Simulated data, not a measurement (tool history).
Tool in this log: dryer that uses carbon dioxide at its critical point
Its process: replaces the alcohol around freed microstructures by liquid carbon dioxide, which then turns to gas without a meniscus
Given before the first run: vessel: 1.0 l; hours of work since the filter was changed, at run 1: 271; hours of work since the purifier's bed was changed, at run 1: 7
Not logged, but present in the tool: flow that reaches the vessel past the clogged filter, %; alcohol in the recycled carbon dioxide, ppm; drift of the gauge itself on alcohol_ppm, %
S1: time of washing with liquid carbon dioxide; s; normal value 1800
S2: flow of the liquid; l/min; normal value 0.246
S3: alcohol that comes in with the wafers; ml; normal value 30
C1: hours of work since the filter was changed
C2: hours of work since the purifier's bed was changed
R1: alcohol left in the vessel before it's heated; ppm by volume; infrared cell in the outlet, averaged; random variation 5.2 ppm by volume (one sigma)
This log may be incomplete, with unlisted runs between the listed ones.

{"run": 1, "day": 0.0, "S1": 1800, "S2": 0.246, "S3": 30, "C1": 271, "C2": 7, "R1": 178}
{"run": 2, "day": 0.404, "S1": 2640, "S2": 0.246, "S3": 30, "C1": 276, "C2": 12, "R1": 22}
{"run": 3, "day": 0.875, "S1": 2640, "S2": 0.246, "S3": 30, "C1": 282, "C2": 18, "R1": 33}
{"run": 4, "day": 1.375, "S1": 2640, "S2": 0.246, "S3": 37, "C1": 288, "C2": 24, "R1": 30}
{"run": 5, "day": 1.671, "S1": 2640, "S2": 0.246, "S3": 37, "C1": 291, "C2": 27, "R1": 35}
{"run": 6, "day": 2.125, "S1": 1800, "S2": 0.246, "S3": 30, "C1": 297, "C2": 33, "R1": 197}
{"run": 7, "day": 2.583, "S1": 1800, "S2": 0.246, "S3": 30, "C1": 302, "C2": 38, "R1": 202}
{"run": 8, "day": 3.0, "S1": 1800, "S2": 0.246, "S3": 30, "C1": 307, "C2": 43, "R1": 216}
{"run": 9, "day": 3.346, "S1": 1800, "S2": 0.246, "S3": 30, "C1": 311, "C2": 47, "R1": 219}
{"day": 3.417, "done": "inlet filter changed"}
{"run": 10, "day": 3.779, "S1": 1800, "S2": 0.246, "S3": 30, "C1": 4, "C2": 52, "R1": 118}
{"run": 11, "day": 4.05, "S1": 1800, "S2": 0.246, "S3": 84, "C1": 8, "C2": 55, "R1": 282}
{"run": 12, "day": 4.529, "S1": 1800, "S2": 0.246, "S3": 84, "C1": 13, "C2": 61, "R1": 278}
{"run": 13, "day": 4.742, "S1": 1800, "S2": 0.246, "S3": 84, "C1": 16, "C2": 64, "R1": 305}
{"run": 14, "day": 5.083, "S1": 1800, "S2": 0.246, "S3": 84, "C1": 20, "C2": 68, "R1": 303}
{"run": 15, "day": 5.446, "S1": 1800, "S2": 0.246, "S3": 84, "C1": 24, "C2": 72, "R1": 288}
{"run": 16, "day": 5.817, "S1": 1800, "S2": 0.246, "S3": 84, "C1": 29, "C2": 77, "R1": 319}
{"run": 17, "day": 6.133, "S1": 1800, "S2": 0.246, "S3": 30, "C1": 33, "C2": 80, "R1": 124}
{"run": 18, "day": 6.592, "S1": 1800, "S2": 0.246, "S3": 30, "C1": 38, "C2": 86, "R1": 128}
{"run": 19, "day": 6.829, "S1": 1800, "S2": 0.221, "S3": 30, "C1": 41, "C2": 89, "R1": 210}
{"run": 20, "day": 7.046, "S1": 1800, "S2": 0.246, "S3": 47, "C1": 44, "C2": 91, "R1": 193}
{"run": 21, "day": 7.429, "S1": 1800, "S2": 0.246, "S3": 47, "C1": 48, "C2": 96, "R1": 198}
{"run": 22, "day": 7.879, "S1": 1800, "S2": 0.246, "S3": 47, "C1": 54, "C2": 101, "R1": 203}
{"run": 23, "day": 8.092, "S1": 1800, "S2": 0.246, "S3": 120, "C1": 56, "C2": 104, "R1": 468}
{"run": 24, "day": 8.438, "S1": 1800, "S2": 0.246, "S3": 120, "C1": 60, "C2": 108, "R1": 473}
{"run": 25, "day": 8.783, "S1": 1800, "S2": 0.246, "S3": 120, "C1": 64, "C2": 112, "R1": 463}
{"run": 26, "day": 9.158, "S1": 1800, "S2": 0.246, "S3": 120, "C1": 69, "C2": 117, "R1": 478}
{"run": 27, "day": 9.596, "S1": 2040, "S2": 0.239, "S3": 30, "C1": 74, "C2": 122, "R1": 100}
{"run": 28, "day": 10.033, "S1": 1500, "S2": 0.16, "S3": 30, "C1": 79, "C2": 127, "R1": 1479}
{"run": 29, "day": 10.267, "S1": 2160, "S2": 0.16, "S3": 22, "C1": 82, "C2": 130, "R1": 317}
{"run": 30, "day": 10.612, "S1": 2160, "S2": 0.16, "S3": 22, "C1": 86, "C2": 134, "R1": 322}
{"run": 31, "day": 11.075, "S1": 1800, "S2": 0.166, "S3": 32, "C1": 92, "C2": 140, "R1": 795}
{"run": 32, "day": 11.558, "S1": 1800, "S2": 0.166, "S3": 32, "C1": 98, "C2": 146, "R1": 801}
{"run": 33, "day": 12.038, "S1": 1560, "S2": 0.166, "S3": 26, "C1": 104, "C2": 151, "R1": 1058}
{"run": 34, "day": 12.492, "S1": 1560, "S2": 0.166, "S3": 26, "C1": 109, "C2": 157, "R1": 1102}
{"run": 35, "day": 12.738, "S1": 1560, "S2": 0.166, "S3": 26, "C1": 112, "C2": 160, "R1": 1060}
{"run": 36, "day": 12.988, "S1": 1560, "S2": 0.166, "S3": 31, "C1": 115, "C2": 163, "R1": 1262}
{"run": 37, "day": 13.433, "S1": 1080, "S2": 0.246, "S3": 82, "C1": 120, "C2": 168, "R1": 3053}
{"run": 38, "day": 13.838, "S1": 1080, "S2": 0.246, "S3": 82, "C1": 125, "C2": 173, "R1": 3205}
{"run": 39, "day": 14.175, "S1": 1200, "S2": 0.246, "S3": 43, "C1": 129, "C2": 177, "R1": 1170}
{"run": 40, "day": 14.504, "S1": 1200, "S2": 0.246, "S3": 43, "C1": 133, "C2": 181, "R1": 1205}
{"run": 41, "day": 14.738, "S1": 2340, "S2": 0.204, "S3": 101, "C1": 136, "C2": 184, "R1": 341}

For each entry between runs, how does the tool's hidden state at the last listed run before it compare with that at the first listed run after it?
Logged between run 9 and run 10: inlet filter changed (day 3.417)
  flow that reaches the vessel past the clogged filter, %: 86.6 -> 99.1; alcohol in the recycled carbon dioxide, ppm: 18.6 -> 20
  measured value less the no-hidden-state value, R1: +120 -> +20 ppm by volume

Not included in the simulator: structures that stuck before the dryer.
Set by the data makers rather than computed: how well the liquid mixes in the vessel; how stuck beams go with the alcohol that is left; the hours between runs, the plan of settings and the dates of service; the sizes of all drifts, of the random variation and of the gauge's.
